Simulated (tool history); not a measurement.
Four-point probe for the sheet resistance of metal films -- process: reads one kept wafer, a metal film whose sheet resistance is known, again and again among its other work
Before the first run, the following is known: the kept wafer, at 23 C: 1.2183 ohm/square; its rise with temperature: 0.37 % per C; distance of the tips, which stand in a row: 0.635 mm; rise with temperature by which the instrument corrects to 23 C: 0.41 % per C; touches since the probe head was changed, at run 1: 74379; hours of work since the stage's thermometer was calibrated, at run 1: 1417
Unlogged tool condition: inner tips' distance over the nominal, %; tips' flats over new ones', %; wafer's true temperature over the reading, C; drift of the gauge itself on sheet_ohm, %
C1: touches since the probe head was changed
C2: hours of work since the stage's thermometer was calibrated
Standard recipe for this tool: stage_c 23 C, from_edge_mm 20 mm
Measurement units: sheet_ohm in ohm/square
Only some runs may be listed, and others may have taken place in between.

Run 1, hour 0: usual settings; C1 74379; C2 1417. Result: sheet_ohm 1.218028 ohm/square.
Run 2, hour 19.1: usual settings; C1 75482; C2 1430. Result: sheet_ohm 1.218175 ohm/square.
Run 3, hour 48.1: usual settings; C1 77154; C2 1450. Result: sheet_ohm 1.218175 ohm/square.
Run 4, hour 64.9: usual settings but stage_c 19 C; C1 78123; C2 1462. Result: sheet_ohm 1.219777 ohm/square.
Run 5, hour 95.9: usual settings; C1 79916; C2 1483. Result: sheet_ohm 1.217915 ohm/square.
Run 6, hour 123.7: usual settings; C1 81518; C2 1502. Result: sheet_ohm 1.217402 ohm/square.
Run 7, hour 139.6: usual settings; C1 82436; C2 1514. Result: sheet_ohm 1.217325 ohm/square.
Run 8, hour 157.6: usual settings; C1 83475; C2 1526. Result: sheet_ohm 1.217738 ohm/square.
Run 9, hour 177.6: usual settings but stage_c 25 C, from_edge_mm 14 mm; C1 84631; C2 1540. Result: sheet_ohm 1.217243 ohm/square.
Run 10, hour 194: usual settings but stage_c 25 C, from_edge_mm 14 mm; C1 85577; C2 1551. Result: sheet_ohm 1.21725 ohm/square.
Run 11, hour 227.6: usual settings but stage_c 21 C, from_edge_mm 22 mm; C1 87520; C2 1575. Result: sheet_ohm 1.218067 ohm/square.
Run 12, hour 250.6: usual settings but stage_c 33 C, from_edge_mm 11 mm; C1 88848; C2 1591. Result: sheet_ohm 1.214007 ohm/square.
Run 13, hour 272.4: usual settings but stage_c 34 C, from_edge_mm 17 mm; C1 90105; C2 1606. Result: sheet_ohm 1.212505 ohm/square.

Below, some changes in sheet_ohm between adjacent runs. For each, the amount present without the hidden state too (settings, incoming material, random variation) and the amount remaining for the hidden state with gauge scatter not shared by both compared results:
Run 10 -> 11: stage_c 25 -> 21, from_edge_mm 14 -> 22. sheet_ohm +0.000817 ohm/square: hidden state -0.000113, all else +0.00093.
Run 11 -> 12: stage_c 21 -> 33, from_edge_mm 22 -> 11. sheet_ohm -0.00406 ohm/square: hidden state -0.000021, all else -0.004039.
